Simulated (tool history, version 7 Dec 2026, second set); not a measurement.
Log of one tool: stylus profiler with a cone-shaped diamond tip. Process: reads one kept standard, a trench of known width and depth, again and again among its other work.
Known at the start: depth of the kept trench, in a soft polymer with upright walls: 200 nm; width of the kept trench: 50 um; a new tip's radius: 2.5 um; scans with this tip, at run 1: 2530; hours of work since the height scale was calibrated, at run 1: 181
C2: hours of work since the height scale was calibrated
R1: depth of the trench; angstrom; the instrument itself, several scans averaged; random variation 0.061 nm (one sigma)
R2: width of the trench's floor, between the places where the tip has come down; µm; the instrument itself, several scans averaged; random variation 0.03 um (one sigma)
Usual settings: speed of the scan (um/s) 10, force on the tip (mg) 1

run 1 hour=0 | speed_of_the_scan_(um/s)=10 force_on_the_tip_(mg)=1 | scans_with_this_tip=2530 C2=181 | R1=2013.5 R2=47.83
run 2 hour=12.4 | speed_of_the_scan_(um/s)=10 force_on_the_tip_(mg)=1 | scans_with_this_tip=2666 C2=190 | R1=2013.9 R2=47.86
run 3 hour=29 | speed_of_the_scan_(um/s)=10 force_on_the_tip_(mg)=1 | scans_with_this_tip=2848 C2=203 | R1=2014.5 R2=47.85
run 4 hour=37 | speed_of_the_scan_(um/s)=10 force_on_the_tip_(mg)=1.04 | scans_with_this_tip=2936 C2=210 | R1=2014.3 R2=47.84
run 5 hour=44.5 | speed_of_the_scan_(um/s)=10 force_on_the_tip_(mg)=1.04 | scans_with_this_tip=3018 C2=215 | R1=2014 R2=47.83
run 6 hour=52 | speed_of_the_scan_(um/s)=10 force_on_the_tip_(mg)=1.04 | scans_with_this_tip=3100 C2=221 | R1=2014.7 R2=47.82
run 7 hour=60.8 | speed_of_the_scan_(um/s)=10 force_on_the_tip_(mg)=1.04 | scans_with_this_tip=3197 C2=228 | R1=2014.8 R2=47.86
run 8 hour=71.5 | speed_of_the_scan_(um/s)=10 force_on_the_tip_(mg)=1.04 | scans_with_this_tip=3314 C2=237 | R1=2014.9 R2=47.84
run 9 hour=78.9 | speed_of_the_scan_(um/s)=10 force_on_the_tip_(mg)=0.39 | scans_with_this_tip=3395 C2=242 | R1=2008 R2=47.79
run 10 hour=94.3 | speed_of_the_scan_(um/s)=10 force_on_the_tip_(mg)=1 | scans_with_this_tip=3565 C2=254 | R1=2013.3 R2=47.83
run 11 hour=101.6 | speed_of_the_scan_(um/s)=10 force_on_the_tip_(mg)=0.98 | scans_with_this_tip=3645 C2=260 | R1=2013.2 R2=47.82
run 12 hour=110.3 | speed_of_the_scan_(um/s)=10 force_on_the_tip_(mg)=0.98 | scans_with_this_tip=3740 C2=267 | R1=2013.8 R2=47.77
run 13 hour=120.5 | speed_of_the_scan_(um/s)=10 force_on_the_tip_(mg)=1 | scans_with_this_tip=3852 C2=275 | R1=2013.4 R2=47.85
run 14 hour=135.6 | speed_of_the_scan_(um/s)=10 force_on_the_tip_(mg)=1 | scans_with_this_tip=4017 C2=287 | R1=2014.9 R2=47.79
run 15 hour=149.2 | speed_of_the_scan_(um/s)=10 force_on_the_tip_(mg)=1 | scans_with_this_tip=4167 C2=297 | R1=2013.6 R2=47.79
run 16 hour=164.7 | speed_of_the_scan_(um/s)=10 force_on_the_tip_(mg)=0.38 | scans_with_this_tip=4337 C2=310 | R1=2009.1 R2=47.75
run 17 hour=174.9 | speed_of_the_scan_(um/s)=10 force_on_the_tip_(mg)=0.81 | scans_with_this_tip=4448 C2=318 | R1=2012.4 R2=47.83
run 18 hour=182.9 | speed_of_the_scan_(um/s)=4 force_on_the_tip_(mg)=1 | scans_with_this_tip=4537 C2=324 | R1=2013.6 R2=47.82
run 19 hour=194 | speed_of_the_scan_(um/s)=8 force_on_the_tip_(mg)=1 | scans_with_this_tip=4658 C2=332 | R1=2015.7 R2=47.81
run 20 hour=203.9 | speed_of_the_scan_(um/s)=4 force_on_the_tip_(mg)=1 | scans_with_this_tip=4766 C2=340 | R1=2014.5 R2=47.87
run 21 hour=218.2 | speed_of_the_scan_(um/s)=10 force_on_the_tip_(mg)=0.96 | scans_with_this_tip=4923 C2=351 | R1=2014.9 R2=47.76
run 22 hour=231.2 | speed_of_the_scan_(um/s)=10 force_on_the_tip_(mg)=0.96 | scans_with_this_tip=5066 C2=362 | R1=2013.7 R2=47.76
run 23 hour=239 | speed_of_the_scan_(um/s)=10 force_on_the_tip_(mg)=0.65 | scans_with_this_tip=5151 C2=368 | R1=2010.8 R2=47.74
run 24 hour=248.6 | speed_of_the_scan_(um/s)=10 force_on_the_tip_(mg)=0.65 | scans_with_this_tip=5256 C2=375 | R1=2013.7 R2=47.76
run 25 hour=255.4 | speed_of_the_scan_(um/s)=21 force_on_the_tip_(mg)=0.71 | scans_with_this_tip=5331 C2=381 | R1=2011.7 R2=47.64
-- hour=257.1 height scale calibrated on a step standard
run 26 hour=271 | speed_of_the_scan_(um/s)=3 force_on_the_tip_(mg)=1.22 | scans_with_this_tip=5496 C2=11 | R1=2018.2 R2=47.83
run 27 hour=284.1 | speed_of_the_scan_(um/s)=16 force_on_the_tip_(mg)=2.42 | scans_with_this_tip=5641 C2=21 | R1=2025.6 R2=47.73
run 28 hour=298.2 | speed_of_the_scan_(um/s)=10 force_on_the_tip_(mg)=1.09 | scans_with_this_tip=5796 C2=32 | R1=2016.6 R2=47.74
run 29 hour=313.4 | speed_of_the_scan_(um/s)=4 force_on_the_tip_(mg)=0.34 | scans_with_this_tip=5962 C2=44 | R1=2009.8 R2=47.81
run 30 hour=326.5 | speed_of_the_scan_(um/s)=33 force_on_the_tip_(mg)=0.36 | scans_with_this_tip=6105 C2=54 | R1=2010.8 R2=47.29
run 31 hour=334.5 | speed_of_the_scan_(um/s)=33 force_on_the_tip_(mg)=0.36 | scans_with_this_tip=6193 C2=61 | R1=2009.7 R2=47.3
-- hour=340.2 height scale calibrated on a step standard, once more
run 32 hour=348.5 | speed_of_the_scan_(um/s)=33 force_on_the_tip_(mg)=0.36 | scans_with_this_tip=6341 C2=6 | R1=2006.1 R2=47.31
run 33 hour=359.5 | speed_of_the_scan_(um/s)=10 force_on_the_tip_(mg)=0.5 | scans_with_this_tip=6463 C2=15 | R1=2007.6 R2=47.63
run 34 hour=372.7 | speed_of_the_scan_(um/s)=10 force_on_the_tip_(mg)=0.5 | scans_with_this_tip=6607 C2=25 | R1=2007.8 R2=47.61
run 35 hour=385.1 | speed_of_the_scan_(um/s)=2 force_on_the_tip_(mg)=1 | scans_with_this_tip=6743 C2=35 | R1=2013.1 R2=47.84
run 36 hour=398.5 | speed_of_the_scan_(um/s)=3 force_on_the_tip_(mg)=0.5 | scans_with_this_tip=6890 C2=46 | R1=2008.4 R2=47.77
run 37 hour=413.3 | speed_of_the_scan_(um/s)=3 force_on_the_tip_(mg)=0.5 | scans_with_this_tip=7052 C2=57 | R1=2008 R2=47.72
run 38 hour=425 | speed_of_the_scan_(um/s)=10 force_on_the_tip_(mg)=1.61 | scans_with_this_tip=7181 C2=66 | R1=2016.9 R2=47.72
run 39 hour=439.5 | speed_of_the_scan_(um/s)=10 force_on_the_tip_(mg)=1.61 | scans_with_this_tip=7339 C2=78 | R1=2016.4 R2=47.69
run 40 hour=454.2 | speed_of_the_scan_(um/s)=20 force_on_the_tip_(mg)=0.35 | scans_with_this_tip=7501 C2=89 | R1=2006.3 R2=47.49
run 41 hour=470 | speed_of_the_scan_(um/s)=3 force_on_the_tip_(mg)=1.71 | scans_with_this_tip=7674 C2=102 | R1=2018.2 R2=47.71
run 42 hour=483.5 | speed_of_the_scan_(um/s)=32 force_on_the_tip_(mg)=1 | scans_with_this_tip=7822 C2=112 | R1=2013.9 R2=47.49
run 43 hour=500.2 | speed_of_the_scan_(um/s)=10 force_on_the_tip_(mg)=1.94 | scans_with_this_tip=8006 C2=125 | R1=2019.8 R2=47.65
run 44 hour=510.3 | speed_of_the_scan_(um/s)=10 force_on_the_tip_(mg)=1.94 | scans_with_this_tip=8117 C2=133 | R1=2020.3 R2=47.75
run 45 hour=523.5 | speed_of_the_scan_(um/s)=3 force_on_the_tip_(mg)=2.62 | scans_with_this_tip=8261 C2=144 | R1=2023.9 R2=47.69
run 46 hour=538.7 | speed_of_the_scan_(um/s)=3 force_on_the_tip_(mg)=2.62 | scans_with_this_tip=8428 C2=155 | R1=2023.9 R2=47.75
run 47 hour=554.2 | speed_of_the_scan_(um/s)=23 force_on_the_tip_(mg)=2.55 | scans_with_this_tip=8597 C2=168 | R1=2023.2 R2=47.6

The same runs without the tool's hidden state, with the same run-to-run variation:
The hidden state here: radius of the tip, um; height scale over the true one, %; drift of the gauge itself on depth_nm, %; drift of the gauge itself on floor_um, %.
run=1 R1=2011.8 R2=47.95
run=2 R1=2012.2 R2=47.98
run=3 R1=2012.8 R2=47.97
run=4 R1=2012.5 R2=47.97
run=5 R1=2012.2 R2=47.96
run=6 R1=2012.8 R2=47.95
run=7 R1=2012.9 R2=47.99
run=8 R1=2013 R2=47.98
run=9 R1=2006 R2=47.93
run=10 R1=2011.3 R2=47.97
run=11 R1=2011.1 R2=47.96
run=12 R1=2011.7 R2=47.92
run=13 R1=2011.4 R2=48
run=14 R1=2012.7 R2=47.94
run=15 R1=2011.4 R2=47.95
run=16 R1=2006.9 R2=47.92
run=17 R1=2010.1 R2=48
run=18 R1=2011.3 R2=47.99
run=19 R1=2013.4 R2=47.99
run=20 R1=2012.1 R2=48.05
run=21 R1=2012.5 R2=47.95
run=22 R1=2011.3 R2=47.94
run=23 R1=2008.3 R2=47.93
run=24 R1=2011.2 R2=47.96
run=25 R1=2009.1 R2=47.84
run=26 R1=2014 R2=48.04
run=27 R1=2021.3 R2=47.94
run=28 R1=2012.3 R2=47.95
run=29 R1=2005.4 R2=48.03
run=30 R1=2006.4 R2=47.51
run=31 R1=2005.3 R2=47.52
run=32 R1=2005.8 R2=47.53
run=33 R1=2007.3 R2=47.86
run=34 R1=2007.4 R2=47.84
run=35 R1=2012.7 R2=48.07
run=36 R1=2007.9 R2=48.01
run=37 R1=2007.5 R2=47.97
run=38 R1=2016.3 R2=47.97
run=39 R1=2015.8 R2=47.94
run=40 R1=2005.7 R2=47.75
run=41 R1=2017.5 R2=47.98
run=42 R1=2013.1 R2=47.76
run=43 R1=2019 R2=47.92
run=44 R1=2019.5 R2=48.02
run=45 R1=2023 R2=47.97
run=46 R1=2023 R2=48.04
run=47 R1=2022.2 R2=47.89
